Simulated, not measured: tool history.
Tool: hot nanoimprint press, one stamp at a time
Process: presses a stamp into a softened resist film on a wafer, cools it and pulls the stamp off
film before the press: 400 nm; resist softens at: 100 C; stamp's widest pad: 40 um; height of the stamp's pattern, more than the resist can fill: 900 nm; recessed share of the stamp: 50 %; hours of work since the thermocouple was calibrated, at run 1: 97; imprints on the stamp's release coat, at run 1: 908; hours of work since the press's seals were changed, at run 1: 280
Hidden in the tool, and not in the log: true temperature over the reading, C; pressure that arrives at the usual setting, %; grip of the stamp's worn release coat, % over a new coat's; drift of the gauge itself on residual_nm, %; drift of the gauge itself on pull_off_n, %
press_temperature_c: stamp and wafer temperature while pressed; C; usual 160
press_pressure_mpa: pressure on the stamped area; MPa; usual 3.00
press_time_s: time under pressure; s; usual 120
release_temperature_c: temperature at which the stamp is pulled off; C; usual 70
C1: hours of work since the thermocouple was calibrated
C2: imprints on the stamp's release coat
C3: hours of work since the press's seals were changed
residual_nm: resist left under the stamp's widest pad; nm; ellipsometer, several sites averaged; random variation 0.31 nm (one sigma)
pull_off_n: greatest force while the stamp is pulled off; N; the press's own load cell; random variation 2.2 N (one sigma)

run 1 hour=0.0 | press_temperature_c=160 press_pressure_mpa=3.00 press_time_s=120 release_temperature_c=70 | C1=97 C2=908 C3=280 | residual_nm=159.8 pull_off_n=131
run 2 hour=10.8 | press_temperature_c=160 press_pressure_mpa=3.00 press_time_s=120 release_temperature_c=70 | C1=103 C2=936 C3=286 | residual_nm=160.1 pull_off_n=136
run 3 hour=24.7 | press_temperature_c=160 press_pressure_mpa=3.00 press_time_s=120 release_temperature_c=70 | C1=111 C2=972 C3=294 | residual_nm=160.2 pull_off_n=132
run 4 hour=34.8 | press_temperature_c=160 press_pressure_mpa=3.00 press_time_s=120 release_temperature_c=70 | C1=117 C2=998 C3=300 | residual_nm=160.1 pull_off_n=134
run 5 hour=47.2 | press_temperature_c=160 press_pressure_mpa=3.00 press_time_s=120 release_temperature_c=70 | C1=124 C2=1030 C3=307 | residual_nm=160.3 pull_off_n=131
run 6 hour=54.5 | press_temperature_c=160 press_pressure_mpa=3.00 press_time_s=120 release_temperature_c=70 | C1=128 C2=1049 C3=311 | residual_nm=160.2 pull_off_n=137
run 7 hour=66.3 | press_temperature_c=160 press_pressure_mpa=3.00 press_time_s=120 release_temperature_c=70 | C1=135 C2=1079 C3=318 | residual_nm=159.3 pull_off_n=135
run 8 hour=80.2 | press_temperature_c=160 press_pressure_mpa=3.00 press_time_s=120 release_temperature_c=70 | C1=143 C2=1115 C3=326 | residual_nm=159.2 pull_off_n=136
run 9 hour=86.0 | press_temperature_c=160 press_pressure_mpa=3.00 press_time_s=120 release_temperature_c=70 | C1=146 C2=1131 C3=329 | residual_nm=159.5 pull_off_n=134
run 10 hour=95.2 | press_temperature_c=160 press_pressure_mpa=3.00 press_time_s=120 release_temperature_c=70 | C1=151 C2=1154 C3=334 | residual_nm=159.4 pull_off_n=135
run 11 hour=108.5 | press_temperature_c=166 press_pressure_mpa=3.00 press_time_s=120 release_temperature_c=70 | C1=159 C2=1189 C3=342 | residual_nm=126.4 pull_off_n=134
run 12 hour=117.1 | press_temperature_c=167 press_pressure_mpa=3.00 press_time_s=120 release_temperature_c=70 | C1=164 C2=1211 C3=347 | residual_nm=121.4 pull_off_n=138
run 13 hour=123.8 | press_temperature_c=167 press_pressure_mpa=3.00 press_time_s=120 release_temperature_c=70 | C1=168 C2=1228 C3=350 | residual_nm=121.5 pull_off_n=138
run 14 hour=134.1 | press_temperature_c=167 press_pressure_mpa=3.00 press_time_s=120 release_temperature_c=66 | C1=173 C2=1255 C3=356 | residual_nm=121.3 pull_off_n=142
run 15 hour=145.7 | press_temperature_c=167 press_pressure_mpa=3.00 press_time_s=120 release_temperature_c=66 | C1=180 C2=1285 C3=363 | residual_nm=121.6 pull_off_n=149
run 16 hour=157.7 | press_temperature_c=160 press_pressure_mpa=4.18 press_time_s=70 release_temperature_c=69 | C1=187 C2=1316 C3=370 | residual_nm=163.3 pull_off_n=145
run 17 hour=168.2 | press_temperature_c=160 press_pressure_mpa=4.18 press_time_s=169 release_temperature_c=65 | C1=193 C2=1343 C3=376 | residual_nm=116.1 pull_off_n=147
run 18 hour=182.0 | press_temperature_c=160 press_pressure_mpa=4.18 press_time_s=169 release_temperature_c=65 | C1=201 C2=1379 C3=383 | residual_nm=116.3 pull_off_n=148
run 19 hour=189.8 | press_temperature_c=156 press_pressure_mpa=3.06 press_time_s=70 release_temperature_c=70 | C1=205 C2=1399 C3=388 | residual_nm=220.0 pull_off_n=142
run 20 hour=198.9 | press_temperature_c=160 press_pressure_mpa=3.00 press_time_s=120 release_temperature_c=58 | C1=210 C2=1423 C3=393 | residual_nm=157.8 pull_off_n=162
run 21 hour=206.9 | press_temperature_c=152 press_pressure_mpa=3.00 press_time_s=169 release_temperature_c=68 | C1=215 C2=1444 C3=398 | residual_nm=191.9 pull_off_n=144
run 22 hour=219.4 | press_temperature_c=166 press_pressure_mpa=3.17 press_time_s=144 release_temperature_c=70 | C1=222 C2=1476 C3=405 | residual_nm=113.2 pull_off_n=144
run 23 hour=231.3 | press_temperature_c=164 press_pressure_mpa=4.07 press_time_s=120 release_temperature_c=70 | C1=229 C2=1507 C3=411 | residual_nm=114.5 pull_off_n=143
run 24 hour=241.1 | press_temperature_c=164 press_pressure_mpa=4.07 press_time_s=120 release_temperature_c=70 | C1=234 C2=1532 C3=417 | residual_nm=114.5 pull_off_n=141
run 25 hour=249.4 | press_temperature_c=155 press_pressure_mpa=4.07 press_time_s=120 release_temperature_c=70 | C1=239 C2=1554 C3=422 | residual_nm=164.2 pull_off_n=141
run 26 hour=257.4 | press_temperature_c=155 press_pressure_mpa=4.07 press_time_s=120 release_temperature_c=70 | C1=244 C2=1575 C3=426 | residual_nm=164.5 pull_off_n=144
run 27 hour=263.3 | press_temperature_c=166 press_pressure_mpa=3.00 press_time_s=120 release_temperature_c=59 | C1=247 C2=1590 C3=430 | residual_nm=125.1 pull_off_n=162
run 28 hour=273.7 | press_temperature_c=160 press_pressure_mpa=3.00 press_time_s=120 release_temperature_c=67 | C1=253 C2=1617 C3=436 | residual_nm=156.7 pull_off_n=150
run 29 hour=282.8 | press_temperature_c=165 press_pressure_mpa=2.55 press_time_s=120 release_temperature_c=64 | C1=258 C2=1640 C3=441 | residual_nm=141.5 pull_off_n=159

4 ways to go on from here, each from the tool as it stands after run 29. What would each give?
run A hour=292.4 | press_temperature_c=162 press_pressure_mpa=3.00 press_time_s=223 release_temperature_c=56 | C1=263 C2=1665 C3=446 | residual_nm=? pull_off_n=?
run B hour=292.4 | press_temperature_c=160 press_pressure_mpa=3.49 press_time_s=120 release_temperature_c=70 | C1=263 C2=1665 C3=446 | residual_nm=? pull_off_n=?
run C hour=292.4 | press_temperature_c=168 press_pressure_mpa=2.91 press_time_s=79 release_temperature_c=70 | C1=263 C2=1665 C3=446 | residual_nm=? pull_off_n=?
run D hour=292.4 | press_temperature_c=156 press_pressure_mpa=3.00 press_time_s=120 release_temperature_c=70 | C1=263 C2=1665 C3=446 | residual_nm=? pull_off_n=?

run=A residual_nm=114.1 pull_off_n=168
run=B residual_nm=145.2 pull_off_n=143
run=C residual_nm=138.6 pull_off_n=150
run=D residual_nm=183.5 pull_off_n=144
Without the tool's hidden state the same runs would have given:
run=A residual_nm=119.9 pull_off_n=130
run=B residual_nm=152.3 pull_off_n=111
run=C residual_nm=144.8 pull_off_n=116
run=D residual_nm=192.5 pull_off_n=112

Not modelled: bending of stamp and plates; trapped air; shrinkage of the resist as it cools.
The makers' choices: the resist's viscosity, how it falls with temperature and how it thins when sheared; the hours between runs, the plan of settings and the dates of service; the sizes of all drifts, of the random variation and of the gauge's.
